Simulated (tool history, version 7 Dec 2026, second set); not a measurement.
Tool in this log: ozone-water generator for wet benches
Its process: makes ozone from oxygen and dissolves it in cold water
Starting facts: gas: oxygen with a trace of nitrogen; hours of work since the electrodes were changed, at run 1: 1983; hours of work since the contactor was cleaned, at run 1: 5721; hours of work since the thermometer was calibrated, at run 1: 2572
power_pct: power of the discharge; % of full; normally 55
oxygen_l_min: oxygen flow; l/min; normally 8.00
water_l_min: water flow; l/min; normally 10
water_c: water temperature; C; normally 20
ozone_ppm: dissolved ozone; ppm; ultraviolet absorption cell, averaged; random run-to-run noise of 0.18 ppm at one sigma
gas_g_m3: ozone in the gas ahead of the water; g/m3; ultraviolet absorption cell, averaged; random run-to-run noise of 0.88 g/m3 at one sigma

run	hour	power_pct	oxygen_l_min	water_l_min	water_c	hours of work since the electrodes were changed	hours of work since the contactor was cleaned	hours of work since the thermometer was calibrated	ozone_ppm	gas_g_m3
1	0.0	55	8.00	10	20	1983	5721	2572	22.7	138.5
2	60.4	55	8.00	10	20	2027	5765	2616	22.7	137.9
3	166.7	55	8.00	10	20	2104	5842	2693	22.7	136.9
# hour 215.2: contactor cleaned
4	241.6	55	8.00	10	20	2156	19	2745	23.8	137.9
5	312.2	55	8.00	10	20	2207	70	2796	23.6	138.0
6	380.9	58	8.00	10	20	2257	120	2846	24.8	143.7
7	444.0	58	8.00	10	20	2303	166	2892	24.4	144.1
8	565.9	58	8.00	10	14	2392	255	2980	28.1	144.6
9	624.4	55	8.00	6	20	2434	297	3023	28.9	137.5
10	752.5	55	8.00	6	20	2527	390	3116	29.0	135.7
11	835.8	55	8.00	6	20	2588	451	3176	28.6	136.3
12	951.8	55	4.65	10	20	2672	535	3261	25.1	176.8
13	1070.9	55	4.65	10	20	2759	622	3347	25.0	176.5
14	1144.9	55	4.65	10	20	2812	676	3401	24.7	173.9
15	1284.7	55	8.00	10	20	2914	777	3503	23.2	135.9
16	1352.2	55	8.00	10	20	2963	826	3552	23.1	135.5
17	1491.1	55	8.00	10	20	3064	927	3653	22.8	135.2
18	1569.2	89	7.32	10	20	3121	984	3709	34.9	212.0
19	1701.1	89	7.32	7	20	3217	1080	3805	41.1	211.7
20	1768.0	81	10.61	6	18	3265	1128	3854	38.2	160.6
21	1848.3	81	10.61	6	18	3324	1187	3912	37.8	162.2
22	1956.8	52	8.00	10	20	3402	1266	3991	21.6	127.0
23	2071.4	86	5.27	8	14	3486	1349	4074	45.4	236.2
24	2175.5	86	5.27	8	14	3561	1425	4150	45.3	236.0
25	2283.1	55	8.00	10	24	3640	1503	4228	20.5	132.6
26	2402.1	63	8.00	15	20	3726	1589	4315	20.2	150.8
27	2515.7	93	9.36	9	19	3809	1672	4397	36.1	190.6
# hour 2545.4: water thermometer calibrated
28	2582.2	93	13.15	9	19	3857	1720	27	33.1	162.7
29	2660.3	45	5.11	6	25	3913	1777	83	23.5	139.7
30	2779.0	55	5.34	10	20	4000	1863	170	24.2	160.5
31	2845.0	90	5.34	10	20	4048	1911	218	36.0	241.0
32	2984.5	55	8.00	11	20	4149	2012	319	21.5	132.6

Across each entry between runs, compare the hidden state at the last listed run before it with the hidden state at the first listed run after it:
After run 3, before run 4: contactor cleaned (hour 215.2)
  yield of the discharge, % of new electrodes': 93.8 -> 93.7; contactor's efficiency, % of a clean one's: 91.2 -> 99.2
  what was measured, less what the result would be without the hidden state, ozone_ppm: -2.3 -> -1.4 ppm; gas_g_m3: -7.0 -> -7.1 g/m3
After run 27, before run 28: water thermometer calibrated (hour 2545.4)
  yield of the discharge, % of new electrodes': 89.5 -> 89.4; contactor's efficiency, % of a clean one's: 96.8 -> 96.7; true water temperature over the reading, C: 0.34 -> 0.03
  what was measured, less what the result would be without the hidden state, ozone_ppm: -6.3 -> -5.5 ppm; gas_g_m3: -28.3 -> -24.4 g/m3
